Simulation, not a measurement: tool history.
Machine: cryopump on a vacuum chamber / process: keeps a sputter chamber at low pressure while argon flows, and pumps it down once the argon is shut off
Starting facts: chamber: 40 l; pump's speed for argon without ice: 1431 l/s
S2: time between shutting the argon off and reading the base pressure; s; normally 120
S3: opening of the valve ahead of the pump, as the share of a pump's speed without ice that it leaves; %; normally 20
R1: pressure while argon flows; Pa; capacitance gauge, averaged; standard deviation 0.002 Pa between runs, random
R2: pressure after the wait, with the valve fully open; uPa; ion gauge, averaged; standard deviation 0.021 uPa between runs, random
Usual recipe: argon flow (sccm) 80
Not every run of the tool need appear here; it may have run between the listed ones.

Run 1, hour 0.0: usual settings. Result: R1 0.4922 Pa, R2 0.88 uPa.
Run 2, hour 44.3: usual settings. Result: R1 0.4935 Pa, R2 0.97 uPa.
Run 3, hour 86.5: usual settings but S2 222 s. Result: R1 0.4939 Pa, R2 0.87 uPa.
Run 4, hour 143.9: usual settings. Result: R1 0.4931 Pa, R2 1.07 uPa.
Run 5, hour 183.5: usual settings. Result: R1 0.4945 Pa, R2 1.13 uPa.
Run 6, hour 222.0: usual settings. Result: R1 0.4948 Pa, R2 1.14 uPa.
Run 7, hour 260.7: usual settings but argon flow (sccm) 41, S2 209 s, S3 16 %. Result: R1 0.3166 Pa, R2 1.10 uPa.
Run 8, hour 317.3: usual settings but argon flow (sccm) 41, S2 209 s, S3 16 %. Result: R1 0.3143 Pa, R2 1.20 uPa.
Run 9, hour 370.2: usual settings but argon flow (sccm) 47, S3 25 %. Result: R1 0.2370 Pa, R2 1.37 uPa.
Run 10, hour 430.8: usual settings but S2 58 s, S3 46 %. Result: R1 0.2314 Pa, R2 1.78 uPa.
Run 11, hour 477.4: usual settings but argon flow (sccm) 156, S3 43 %. Result: R1 0.4827 Pa, R2 1.51 uPa.

A few steps of R1 between consecutive runs. Split each: what settings, incoming material and random variation would produce without the hidden state, and what is left over for the hidden state, along with gauge scatter present in only one of the two compared results (measured, and without hidden state):
Unlogged tool condition in this case: pump's speed, % of a pump's without ice; cold plate's temperature, K; leak into the chamber, uPa l/s; drift of the gauge itself on working_pa, %; drift of the gauge itself on base_upa, %.
Run 10 -> 11: argon flow (sccm) 80 -> 156, S2 58 -> 120, S3 46 -> 43. R1 +0.2513 Pa: hidden state +0.0279, all else +0.2234.

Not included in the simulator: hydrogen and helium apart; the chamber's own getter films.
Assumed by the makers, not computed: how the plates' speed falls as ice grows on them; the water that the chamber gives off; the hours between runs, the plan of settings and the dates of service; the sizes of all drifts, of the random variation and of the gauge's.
